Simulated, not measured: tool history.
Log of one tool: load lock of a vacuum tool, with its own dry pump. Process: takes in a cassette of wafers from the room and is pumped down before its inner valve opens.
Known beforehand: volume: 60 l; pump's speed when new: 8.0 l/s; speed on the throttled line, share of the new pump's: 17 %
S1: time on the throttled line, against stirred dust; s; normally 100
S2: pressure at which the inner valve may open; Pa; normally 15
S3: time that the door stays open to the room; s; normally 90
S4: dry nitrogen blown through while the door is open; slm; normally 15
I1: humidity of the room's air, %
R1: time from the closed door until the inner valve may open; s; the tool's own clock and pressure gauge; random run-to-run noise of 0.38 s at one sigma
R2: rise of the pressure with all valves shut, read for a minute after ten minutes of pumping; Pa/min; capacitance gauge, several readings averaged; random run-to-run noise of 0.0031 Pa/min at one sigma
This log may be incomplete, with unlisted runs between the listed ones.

run    hour   S1  S2   S3  S4    I1     R1     R2
  1       0  100  15   90  15  46.2  152.6  0.153
  2   380.7  100  15   90  15  41.4  152.6  0.158
  3   843.7  100  14   90  15  42.1  154.4   0.16
  4  1053.4  100  15   90  15  46.8    153  0.169
  5  1289.2  100  24   90  15  41.6  148.5  0.164
  6  1702.7  100  24   90  15  46.9  148.7  0.178
  7  2168.8  188  15   37  15  48.2  225.4  0.173
  8  2473.9  100  15  159  15  47.6  153.8  0.206
  9  2836.9  100  15  159  15  46.4  154.5  0.208
 10  3153.3   54  27   90  15  46.9  111.5  0.207
 11  3405.7  100  15  221   6  47.5  154.1  0.252

Here are 3 independent what-if runs from the current tool condition. What would each one return?
  A  3657.1  100  16  108  31  40.3   ?   ?
  B  3657.1   88  15   35  26  45.3   ?   ?
  C  3657.1  111  22   38  15  46.8   ?   ?

run     R1     R2
  A  153.4   0.19
  B  144.1  0.185
  C  159.5  0.203
Had the tool no hidden state, the same runs would have come out as:
run     R1     R2
  A  148.7  0.042
  B  139.2  0.036
  C  155.4  0.052

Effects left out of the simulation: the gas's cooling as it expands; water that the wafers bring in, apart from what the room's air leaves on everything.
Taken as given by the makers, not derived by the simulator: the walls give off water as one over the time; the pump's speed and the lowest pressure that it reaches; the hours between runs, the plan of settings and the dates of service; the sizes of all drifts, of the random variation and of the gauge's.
